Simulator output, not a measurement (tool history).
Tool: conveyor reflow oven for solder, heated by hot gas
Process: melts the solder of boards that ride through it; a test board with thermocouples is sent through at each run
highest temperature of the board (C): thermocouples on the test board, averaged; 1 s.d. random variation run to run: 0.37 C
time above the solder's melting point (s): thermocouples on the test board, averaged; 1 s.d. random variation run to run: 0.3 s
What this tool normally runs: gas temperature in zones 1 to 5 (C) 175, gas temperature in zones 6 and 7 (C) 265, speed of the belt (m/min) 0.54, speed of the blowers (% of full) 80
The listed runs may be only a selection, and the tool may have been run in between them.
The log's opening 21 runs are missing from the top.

run,hour,gas temperature in zones 1 to 5 (C),gas temperature in zones 6 and 7 (C),speed of the belt (m/min),speed of the blowers (% of full),hours of work since the flux was cleaned out,hours of work since the belt drive was overhauled,hours of work since the thermocouples were changed,highest temperature of the board (C),time above the solder's melting point (s)
22,1064.9,175,265,0.54,73,405,929,439,248,47.6
23,1107.5,175,265,0.54,73,435,958,468,248.1,47.5
# hour 1126.4: flux residue cleaned out of gas plates and filters
24,1151.3,187,265,0.54,80,17,985,496,253,54.6
25,1183.5,187,265,0.54,80,40,1008,518,251.9,55.2
26,1249.3,173,276,0.502,90,86,1054,564,264.3,61
27,1312.1,181,276,0.502,56,130,1098,608,255.2,56.8
28,1371.6,181,276,0.502,56,171,1139,649,255.4,56.5
29,1416,181,276,0.502,56,202,1170,680,254.2,57.8
# hour 1424.5: belt drive overhauled, speed set with a stopwatch
30,1456,175,273,0.54,77,227,22,705,256.1,52.4

Predict each of these 3 candidate next runs independently; none follows another, all start after run 30:
A,1515.6,175,264,0.64,62,269,64,747,?,?
B,1515.6,175,276,0.535,78,269,64,747,?,?
C,1515.6,164,275,0.54,80,269,64,747,?,?

run,highest temperature of the board (C),time above the solder's melting point (s)
A,236.9,29
B,259.9,54.4
C,256.7,50.1
The same runs, with their run-to-run variation unchanged, on a tool lacking any hidden condition would have given:
run,highest temperature of the board (C),time above the solder's melting point (s)
A,237,29.1
B,260.1,54.5
C,256.8,50.2
